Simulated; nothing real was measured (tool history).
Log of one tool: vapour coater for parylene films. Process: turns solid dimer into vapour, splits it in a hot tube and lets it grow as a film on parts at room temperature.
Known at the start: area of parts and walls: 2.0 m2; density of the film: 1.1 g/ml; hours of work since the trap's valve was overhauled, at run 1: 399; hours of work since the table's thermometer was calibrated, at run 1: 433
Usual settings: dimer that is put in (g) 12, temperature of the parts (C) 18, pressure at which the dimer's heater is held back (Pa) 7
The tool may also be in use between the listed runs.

run,hour,dimer that is put in (g),temperature of the parts (C),pressure at which the dimer's heater is held back (Pa),hours of work since the trap's valve was overhauled,hours of work since the table's thermometer was calibrated,thickness of the film (µm)
1,0,12,18,7,399,433,2.72
2,10.2,12,18,7,404,438,2.76
3,26.2,12,18,7,413,447,2.8
4,39.5,8,18,7,420,454,1.82
5,60.2,8,18,7,431,464,1.83
6,79.9,8,25,7,441,475,1.42
7,93.4,8,25,7,448,482,1.42
8,111.3,8,25,7,458,491,1.48
9,130.6,8,25,7,468,502,1.44
10,140.4,8,25,7,473,507,1.42
11,162.3,7,15,2.09,485,518,1.95
12,177,15,16,10,492,526,3.54
13,196.2,15,16,10,503,536,3.55
14,210.3,19,18,2.94,510,544,4.62
15,231.1,7,10,7,521,555,2.09
16,242.6,6,11,10.27,527,561,1.69
17,256.5,17,17,10.38,534,568,3.81
18,275.2,12,19,7,544,578,2.59
19,297.2,20,25,2.11,556,589,3.89

4 ways to go on from here, each from the tool as it stands after run 19. What would each give?
A,312.1,16,20,2.57,564,597,?
B,312.1,17,25,5.03,564,597,?
C,312.1,7,13,9.18,564,597,?
D,312.1,21,18,7,564,597,?

run,thickness of the film (µm)
A,3.66
B,3.08
C,1.79
D,4.71
Without the tool's hidden state the same runs would have given:
run,thickness of the film (µm)
A,4.13
B,3.48
C,2.03
D,5.32
